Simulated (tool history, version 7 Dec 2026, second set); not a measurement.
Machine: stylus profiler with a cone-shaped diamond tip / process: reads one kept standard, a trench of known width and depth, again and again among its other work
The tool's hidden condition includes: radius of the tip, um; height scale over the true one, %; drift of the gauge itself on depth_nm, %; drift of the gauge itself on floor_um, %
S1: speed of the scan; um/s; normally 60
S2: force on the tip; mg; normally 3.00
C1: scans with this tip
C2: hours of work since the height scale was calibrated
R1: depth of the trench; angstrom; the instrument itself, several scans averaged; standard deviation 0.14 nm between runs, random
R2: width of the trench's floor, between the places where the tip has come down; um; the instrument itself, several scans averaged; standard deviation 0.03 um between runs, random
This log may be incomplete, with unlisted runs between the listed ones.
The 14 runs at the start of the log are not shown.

run,hour,S1,S2,C1,C2,R1,R2
15,965.4,60,6.89,5127,1049,5140.5,46.84
16,1040.9,60,6.89,5343,1094,5138.2,46.89
17,1095.0,60,6.89,5498,1125,5138.5,46.96
18,1155.8,86,3.00,5673,1161,5081.3,46.77
19,1207.3,144,1.45,5820,1191,5046.8,46.48
20,1263.3,144,1.45,5981,1224,5047.4,46.38
21,1319.9,93,3.00,6143,1257,5077.7,46.71
22,1359.7,60,1.69,6258,1281,5052.5,46.82
23,1419.9,155,8.77,6430,1316,5162.9,46.77
24,1477.3,77,7.88,6595,1350,5151.6,46.87
25,1536.3,77,7.88,6764,1384,5153.1,46.87
26,1599.0,92,2.41,6944,1421,5068.2,46.77
27,1648.1,36,3.30,7084,1450,5084.3,46.87
28,1688.3,32,1.43,7200,1473,5048.3,46.84
29,1736.6,114,3.00,7338,1502,5078.7,46.65
30,1772.5,114,3.00,7441,1523,5079.8,46.69
31,1832.6,60,1.51,7613,1558,5049.0,46.77
32,1916.3,141,5.51,7853,1607,5117.7,46.72
33,1993.0,141,5.51,8073,1652,5118.9,46.69

Consider 3 possible next runs. They are alternatives, not a sequence: every one starts from the tool as it was left by run 33. What does each give?
A,2049.3,154,5.51,8235,1685,?,?
B,2049.3,67,4.60,8235,1685,?,?
C,2049.3,33,3.95,8235,1685,?,?

run,R1,R2
A,5121.2,46.68
B,5107.6,46.82
C,5096.7,46.90
With no hidden state in the tool, these same runs would have given:
run,R1,R2
A,5120.8,46.70
B,5107.3,46.84
C,5096.3,46.92

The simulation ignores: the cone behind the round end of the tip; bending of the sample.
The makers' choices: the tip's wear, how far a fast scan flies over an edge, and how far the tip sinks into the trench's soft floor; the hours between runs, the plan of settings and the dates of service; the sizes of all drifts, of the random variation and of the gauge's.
